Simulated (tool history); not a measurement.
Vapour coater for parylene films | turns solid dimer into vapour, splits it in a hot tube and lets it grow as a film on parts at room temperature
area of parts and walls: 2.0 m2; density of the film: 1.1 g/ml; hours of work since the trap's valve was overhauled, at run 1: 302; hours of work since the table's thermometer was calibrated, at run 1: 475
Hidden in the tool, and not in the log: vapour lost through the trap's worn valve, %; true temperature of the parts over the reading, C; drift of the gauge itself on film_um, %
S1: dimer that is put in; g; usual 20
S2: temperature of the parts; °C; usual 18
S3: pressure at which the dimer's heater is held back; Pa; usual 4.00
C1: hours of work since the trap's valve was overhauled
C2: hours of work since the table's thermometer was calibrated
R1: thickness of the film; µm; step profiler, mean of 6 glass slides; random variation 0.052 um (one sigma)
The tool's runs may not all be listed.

Run 1, hour 0.0: usual settings; C1 302; C2 475. Result: R1 5.78 µm.
Run 2, hour 9.7: usual settings but S3 9.81 Pa; C1 308; C2 481. Result: R1 4.92 µm.
Run 3, hour 28.2: usual settings but S3 9.81 Pa; C1 319; C2 492. Result: R1 4.91 µm.
Run 4, hour 42.6: usual settings but S3 9.81 Pa; C1 328; C2 501. Result: R1 4.94 µm.
Run 5, hour 60.4: usual settings but S3 9.81 Pa; C1 338; C2 511. Result: R1 4.92 µm.
Run 6, hour 75.8: usual settings but S1 28 g; C1 348; C2 521. Result: R1 8.03 µm.
Run 7, hour 88.5: usual settings but S1 13 g; C1 355; C2 528. Result: R1 3.68 µm.
Run 8, hour 103.9: usual settings but S1 13 g; C1 365; C2 537. Result: R1 3.68 µm.
Run 9, hour 120.3: usual settings but S3 10.82 Pa; C1 374; C2 547. Result: R1 4.84 µm.
Run 10, hour 133.1: usual settings but S2 11 °C; C1 382; C2 555. Result: R1 6.92 µm.
Run 11, hour 146.2: usual settings but S3 11.53 Pa; C1 390; C2 563. Result: R1 4.74 µm.
Run 12, hour 162.6: usual settings but S1 11 g; C1 400; C2 573. Result: R1 3.16 µm.
Run 13, hour 172.0: usual settings but S1 11 g; C1 406; C2 579. Result: R1 3.12 µm.
Run 14, hour 185.6: usual settings but S1 31 g, S2 11 °C, S3 4.81 Pa; C1 414; C2 587. Result: R1 10.33 µm.
Run 15, hour 200.1: usual settings but S1 28 g; C1 423; C2 596. Result: R1 7.97 µm.
Run 16, hour 219.1: usual settings but S1 18 g, S2 22 °C, S3 6.08 Pa; C1 434; C2 607. Result: R1 4.31 µm.
Run 17, hour 238.1: usual settings but S1 18 g, S2 22 °C, S3 6.08 Pa; C1 445; C2 618. Result: R1 4.24 µm.
Run 18, hour 248.4: usual settings but S1 12 g, S3 5.64 Pa; C1 452; C2 625. Result: R1 3.17 µm.
Run 19, hour 260.5: usual settings but S1 12 g, S3 5.64 Pa; C1 459; C2 632. Result: R1 3.11 µm.
Run 20, hour 279.4: usual settings but S1 12 g, S3 5.64 Pa; C1 470; C2 643. Result: R1 3.15 µm.
Run 21, hour 298.5: usual settings but S1 9 g, S3 5.08 Pa; C1 482; C2 655. Result: R1 2.45 µm.
At hour 305.0: trap's valve overhauled.
Run 22, hour 317.2: usual settings but S1 9 g, S3 5.08 Pa; C1 7; C2 664. Result: R1 2.60 µm.
Run 23, hour 331.4: usual settings but S2 10 °C, S3 4.64 Pa; C1 16; C2 672. Result: R1 7.32 µm.
Run 24, hour 344.3: usual settings but S2 10 °C, S3 4.64 Pa; C1 24; C2 680. Result: R1 7.31 µm.
Run 25, hour 363.0: usual settings but S2 10 °C, S3 4.64 Pa; C1 35; C2 691. Result: R1 7.29 µm.
Run 26, hour 374.3: usual settings but S2 10 °C, S3 4.64 Pa; C1 42; C2 698. Result: R1 7.23 µm.

4 ways to go on from here, each from the tool as it stands after run 26. What would each give?
Run A, hour 393.0: usual settings but S2 10 °C, S3 3.74 Pa; C1 53; C2 709. Result: R1 ?.
Run B, hour 393.0: usual settings but S1 8 g, S2 16 °C, S3 4.51 Pa; C1 53; C2 709. Result: R1 ?.
Run C, hour 393.0: usual settings but S1 31 g, S2 10 °C, S3 4.64 Pa; C1 53; C2 709. Result: R1 ?.
Run D, hour 393.0: usual settings but S3 2.46 Pa; C1 53; C2 709. Result: R1 ?.

run     R1
  A   7.56
  B   2.44
  C  11.22
  D   6.51
Without the tool's hidden state the same runs would have given:
run     R1
  A   7.52
  B   2.43
  C  11.15
  D   6.47

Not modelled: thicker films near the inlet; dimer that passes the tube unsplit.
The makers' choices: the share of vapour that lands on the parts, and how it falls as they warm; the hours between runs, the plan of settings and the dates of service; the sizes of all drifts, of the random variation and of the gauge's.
